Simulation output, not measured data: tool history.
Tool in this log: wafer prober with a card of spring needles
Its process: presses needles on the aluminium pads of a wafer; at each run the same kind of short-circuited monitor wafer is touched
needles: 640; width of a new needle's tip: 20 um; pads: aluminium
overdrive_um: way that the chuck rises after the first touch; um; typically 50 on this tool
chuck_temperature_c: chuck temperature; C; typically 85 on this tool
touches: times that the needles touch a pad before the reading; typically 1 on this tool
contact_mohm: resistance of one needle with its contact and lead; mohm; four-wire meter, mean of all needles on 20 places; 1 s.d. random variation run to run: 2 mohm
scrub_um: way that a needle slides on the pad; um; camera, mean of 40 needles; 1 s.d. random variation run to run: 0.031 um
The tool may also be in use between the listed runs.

run   hour  overdrive_um  chuck_temperature_c  touches  contact_mohm  scrub_um
  1    0.0            50                   85        1           252      8.99
  2   10.7            50                   85        1           520      8.93
      13.7  -- tips cleaned on abrasive film
      25.9  -- tips cleaned on abrasive film
  3   27.5            50                   85        1           335      8.98
      39.3  -- tips cleaned on abrasive film
  4   45.7            50                   85        1           477      8.97
      51.5  -- tips cleaned on abrasive film
  5   54.9            50                   85        1           395      8.99
      64.3  -- tips cleaned on abrasive film
  6   68.5            50                   85        1           420      8.94
      69.6  -- height of the first contact set anew
      76.8  -- tips cleaned on abrasive film
  7   79.0            50                   85        1           345      8.87
      89.6  -- tips cleaned on abrasive film
  8   92.3            50                   30        1           395      8.88
     102.6  -- tips cleaned on abrasive film
  9  105.3            42                   37        2           366      7.44
     115.3  -- tips cleaned on abrasive film
 10  124.3            63                   37        3           273     11.27
     128.3  -- tips cleaned on abrasive film
     140.8  -- tips cleaned on abrasive film
     142.8  -- height of the first contact set anew, once more
 11  143.3            63                   37        2           260     11.55

How would selected steps in contact_mohm from run to run divide? Give the signed amount a tool lacking its hidden state would still show from settings, what came in and random variation, and the signed amount left for the hidden state, including any gauge scatter that is not in both of the compared results.
Hidden conditions of the tool in this case: debris on the tips, nm; way that the needles fall short of the set height, um; tips' diameter, um; drift of the gauge itself on contact_mohm, %; drift of the gauge itself on scrub_um, %.
Run 1 -> 2: nothing adjusted, nothing logged. contact_mohm +268 mohm: hidden state +272, all else -4.

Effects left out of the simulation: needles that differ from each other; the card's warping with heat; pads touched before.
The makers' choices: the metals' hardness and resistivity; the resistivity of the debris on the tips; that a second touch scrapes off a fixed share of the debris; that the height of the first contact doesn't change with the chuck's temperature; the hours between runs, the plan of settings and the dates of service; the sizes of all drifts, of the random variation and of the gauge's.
